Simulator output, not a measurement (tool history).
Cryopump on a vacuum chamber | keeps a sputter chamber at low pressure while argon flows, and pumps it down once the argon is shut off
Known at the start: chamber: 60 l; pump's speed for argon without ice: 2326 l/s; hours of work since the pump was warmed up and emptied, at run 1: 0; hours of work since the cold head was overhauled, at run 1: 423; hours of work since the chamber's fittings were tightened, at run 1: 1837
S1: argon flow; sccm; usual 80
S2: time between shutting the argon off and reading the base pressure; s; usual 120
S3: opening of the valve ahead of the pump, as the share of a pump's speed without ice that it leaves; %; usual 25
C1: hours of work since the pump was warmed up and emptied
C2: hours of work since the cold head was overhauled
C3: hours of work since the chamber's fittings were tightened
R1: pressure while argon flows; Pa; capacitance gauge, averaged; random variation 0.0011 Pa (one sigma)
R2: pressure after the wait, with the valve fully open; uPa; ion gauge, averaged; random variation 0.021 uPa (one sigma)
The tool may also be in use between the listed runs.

Run 1, hour 0.0: usual settings; C1 0; C2 423; C3 1837. Result: R1 0.2332 Pa, R2 0.63 uPa.
Run 2, hour 32.7: usual settings; C1 28; C2 452; C3 1865. Result: R1 0.2338 Pa, R2 0.65 uPa.
Run 3, hour 70.2: usual settings but S2 280 s; C1 60; C2 484; C3 1897. Result: R1 0.2343 Pa, R2 0.55 uPa.
Run 4, hour 92.6: usual settings; C1 79; C2 503; C3 1916. Result: R1 0.2338 Pa, R2 0.66 uPa.
Run 5, hour 130.0: usual settings; C1 112; C2 535; C3 1949. Result: R1 0.2359 Pa, R2 0.70 uPa.
Run 6, hour 163.5: usual settings but S3 48 %; C1 140; C2 564; C3 1977. Result: R1 0.1270 Pa, R2 0.72 uPa.
Run 7, hour 208.9: usual settings but S3 48 %; C1 179; C2 603; C3 2016. Result: R1 0.1287 Pa, R2 0.70 uPa.
Run 8, hour 244.8: usual settings but S2 50 s; C1 210; C2 633; C3 2047. Result: R1 0.2401 Pa, R2 1.04 uPa.
Run 9, hour 277.0: usual settings but S3 22 %; C1 238; C2 661; C3 2075. Result: R1 0.2737 Pa, R2 0.77 uPa.
Run 10, hour 315.9: usual settings but S3 22 %; C1 271; C2 694; C3 2108. Result: R1 0.2743 Pa, R2 0.77 uPa.
Run 11, hour 359.2: usual settings but S3 24 %; C1 308; C2 731; C3 2145. Result: R1 0.2545 Pa, R2 0.79 uPa.
Run 12, hour 405.2: usual settings but S3 24 %; C1 347; C2 771; C3 2184. Result: R1 0.2563 Pa, R2 0.80 uPa.
Run 13, hour 440.1: usual settings but S1 32 sccm; C1 377; C2 801; C3 2214. Result: R1 0.0991 Pa, R2 0.79 uPa.
Run 14, hour 459.6: usual settings but S1 88 sccm, S2 257 s; C1 394; C2 818; C3 2231. Result: R1 0.2706 Pa, R2 0.73 uPa.
At hour 481.9: pump warmed up, emptied and cooled again.
Run 15, hour 496.7: usual settings but S1 88 sccm, S2 257 s; C1 13; C2 845; C3 2259. Result: R1 0.2570 Pa, R2 0.60 uPa.
Run 16, hour 530.4: usual settings but S3 40 %; C1 42; C2 874; C3 2288. Result: R1 0.1470 Pa, R2 0.70 uPa.
Run 17, hour 577.8: usual settings but S1 40 sccm, S2 33 s, S3 40 %; C1 82; C2 915; C3 2328. Result: R1 0.0750 Pa, R2 1.28 uPa.
Run 18, hour 607.7: usual settings but S1 104 sccm, S2 25 s, S3 42 %; C1 108; C2 940; C3 2354. Result: R1 0.1869 Pa, R2 1.65 uPa.
Run 19, hour 638.0: usual settings but S1 50 sccm, S2 34 s, S3 38 %; C1 134; C2 966; C3 2380. Result: R1 0.0987 Pa, R2 1.36 uPa.
Run 20, hour 659.7: usual settings but S1 50 sccm, S2 34 s, S3 38 %; C1 152; C2 985; C3 2398. Result: R1 0.0993 Pa, R2 1.33 uPa.
Run 21, hour 679.8: usual settings but S2 285 s, S3 26 %; C1 170; C2 1002; C3 2416. Result: R1 0.2309 Pa, R2 0.63 uPa.
Run 22, hour 717.8: usual settings but S2 285 s, S3 26 %; C1 202; C2 1035; C3 2448. Result: R1 0.2321 Pa, R2 0.73 uPa.
Run 23, hour 751.9: usual settings but S1 116 sccm, S2 82 s, S3 34 %; C1 231; C2 1064; C3 2477. Result: R1 0.2591 Pa, R2 0.91 uPa.
Run 24, hour 781.7: usual settings but S1 35 sccm, S3 46 %; C1 257; C2 1089; C3 2503. Result: R1 0.0590 Pa, R2 0.84 uPa.

Hidden state or all else? Some run-to-run changes of R1, split into what the settings, what came in and random variation would give without the hidden state, and what is left for the hidden state (with any gauge scatter that isn't in both results):
The hidden state here: pump's speed, % of a pump's without ice; cold plate's temperature, K; leak into the chamber, uPa l/s; drift of the gauge itself on working_pa, %; drift of the gauge itself on base_upa, %.
Run 13 -> 14: S1 32 -> 88, S2 120 -> 257. R1 +0.1715 Pa: hidden state +0.0111, all else +0.1604.
Run 14 -> 15: pump warmed up, emptied and cooled again. R1 -0.0136 Pa: hidden state -0.0159, all else +0.0023.
Run 23 -> 24: S1 116 -> 35, S2 82 -> 120, S3 34 -> 46. R1 -0.2001 Pa: hidden state -0.0085, all else -0.1916.
